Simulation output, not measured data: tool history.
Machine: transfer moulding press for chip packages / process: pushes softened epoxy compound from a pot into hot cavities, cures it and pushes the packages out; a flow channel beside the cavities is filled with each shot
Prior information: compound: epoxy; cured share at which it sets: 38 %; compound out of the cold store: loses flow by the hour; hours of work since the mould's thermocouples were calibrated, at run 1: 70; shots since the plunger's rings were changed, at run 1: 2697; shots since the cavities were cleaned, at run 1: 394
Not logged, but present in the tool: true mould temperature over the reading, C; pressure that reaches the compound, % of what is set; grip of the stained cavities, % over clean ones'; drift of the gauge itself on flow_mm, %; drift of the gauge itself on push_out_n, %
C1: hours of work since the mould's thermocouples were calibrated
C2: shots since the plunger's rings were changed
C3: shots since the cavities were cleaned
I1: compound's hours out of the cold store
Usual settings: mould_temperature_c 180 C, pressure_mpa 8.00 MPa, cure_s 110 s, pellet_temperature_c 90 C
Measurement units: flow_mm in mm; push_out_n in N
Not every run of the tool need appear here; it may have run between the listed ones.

run 1 hour=0.0 | mould_temperature_c=180 pressure_mpa=8.00 cure_s=110 pellet_temperature_c=90 | C1=70 C2=2697 C3=394 | I1=18.4 | flow_mm=690 push_out_n=512
run 2 hour=48.9 | mould_temperature_c=180 pressure_mpa=8.00 cure_s=110 pellet_temperature_c=90 | C1=95 C2=3143 C3=840 | I1=14.6 | flow_mm=689 push_out_n=582
run 3 hour=76.1 | mould_temperature_c=180 pressure_mpa=6.52 cure_s=110 pellet_temperature_c=90 | C1=109 C2=3391 C3=1088 | I1=45.1 | flow_mm=542 push_out_n=570
-- hour=84.7 cavities cleaned with cleaning compound and waxed
run 4 hour=101.5 | mould_temperature_c=180 pressure_mpa=8.00 cure_s=110 pellet_temperature_c=90 | C1=121 C2=3608 C3=153 | I1=40.1 | flow_mm=610 push_out_n=402
run 5 hour=151.7 | mould_temperature_c=180 pressure_mpa=8.00 cure_s=110 pellet_temperature_c=84 | C1=146 C2=4067 C3=612 | I1=9.7 | flow_mm=692 push_out_n=566
run 6 hour=184.9 | mould_temperature_c=180 pressure_mpa=8.00 cure_s=144 pellet_temperature_c=90 | C1=163 C2=4370 C3=915 | I1=10.4 | flow_mm=686 push_out_n=517
-- hour=212.8 plunger's sealing rings changed
-- hour=217.6 cavities cleaned with cleaning compound and waxed
run 7 hour=222.9 | mould_temperature_c=180 pressure_mpa=8.00 cure_s=144 pellet_temperature_c=90 | C1=180 C2=79 C3=48 | I1=28.6 | flow_mm=678 push_out_n=292
run 8 hour=269.3 | mould_temperature_c=180 pressure_mpa=8.00 cure_s=144 pellet_temperature_c=90 | C1=204 C2=503 C3=472 | I1=30.8 | flow_mm=665 push_out_n=488
run 9 hour=300.4 | mould_temperature_c=176 pressure_mpa=8.00 cure_s=144 pellet_temperature_c=90 | C1=220 C2=786 C3=755 | I1=30.5 | flow_mm=679 push_out_n=503
run 10 hour=342.8 | mould_temperature_c=180 pressure_mpa=8.00 cure_s=110 pellet_temperature_c=90 | C1=241 C2=1173 C3=1142 | I1=16.1 | flow_mm=709 push_out_n=608
-- hour=348.9 cavities cleaned with cleaning compound and waxed
run 11 hour=385.2 | mould_temperature_c=180 pressure_mpa=8.00 cure_s=91 pellet_temperature_c=90 | C1=262 C2=1546 C3=331 | I1=13.5 | flow_mm=707 push_out_n=632
run 12 hour=432.6 | mould_temperature_c=180 pressure_mpa=8.00 cure_s=91 pellet_temperature_c=90 | C1=286 C2=1978 C3=763 | I1=28.7 | flow_mm=656 push_out_n=680
run 13 hour=458.1 | mould_temperature_c=180 pressure_mpa=6.31 cure_s=110 pellet_temperature_c=90 | C1=299 C2=2212 C3=997 | I1=26.4 | flow_mm=587 push_out_n=573
-- hour=477.2 cavities cleaned with cleaning compound and waxed
run 14 hour=502.5 | mould_temperature_c=180 pressure_mpa=6.31 cure_s=110 pellet_temperature_c=90 | C1=321 C2=2602 C3=230 | I1=22.8 | flow_mm=596 push_out_n=453
run 15 hour=551.8 | mould_temperature_c=180 pressure_mpa=6.31 cure_s=110 pellet_temperature_c=90 | C1=346 C2=3052 C3=680 | I1=32.0 | flow_mm=564 push_out_n=553
run 16 hour=591.9 | mould_temperature_c=178 pressure_mpa=6.31 cure_s=110 pellet_temperature_c=90 | C1=366 C2=3418 C3=1046 | I1=32.6 | flow_mm=562 push_out_n=616
-- hour=609.5 cavities cleaned with cleaning compound and waxed
run 17 hour=624.7 | mould_temperature_c=178 pressure_mpa=6.31 cure_s=110 pellet_temperature_c=90 | C1=382 C2=3704 C3=139 | I1=24.3 | flow_mm=582 push_out_n=412
run 18 hour=652.9 | mould_temperature_c=178 pressure_mpa=6.31 cure_s=110 pellet_temperature_c=90 | C1=396 C2=3961 C3=396 | I1=9.1 | flow_mm=622 push_out_n=544
-- hour=689.0 mould's thermocouples calibrated
run 19 hour=689.0 | mould_temperature_c=178 pressure_mpa=7.06 cure_s=110 pellet_temperature_c=87 | C1=0 C2=4272 C3=707 | I1=29.2 | flow_mm=602 push_out_n=599
run 20 hour=717.6 | mould_temperature_c=180 pressure_mpa=7.86 cure_s=110 pellet_temperature_c=87 | C1=14 C2=4533 C3=968 | I1=16.5 | flow_mm=670 push_out_n=582
-- hour=724.5 plunger's sealing rings changed
-- hour=742.0 cavities cleaned with cleaning compound and waxed
run 21 hour=759.9 | mould_temperature_c=180 pressure_mpa=7.86 cure_s=110 pellet_temperature_c=87 | C1=34 C2=310 C3=164 | I1=27.3 | flow_mm=673 push_out_n=422

Run 22 is up next; what results do you expect?
run 22 hour=796.2 | mould_temperature_c=184 pressure_mpa=7.39 cure_s=127 pellet_temperature_c=94 | C1=52 C2=641 C3=495 | I1=41.3 | flow_mm=? push_out_n=?

Run 22 produced flow_mm 598 mm, push_out_n 473 N.
Had the tool carried no hidden state, the very same run would have given flow_mm 606 mm, push_out_n 260 N.
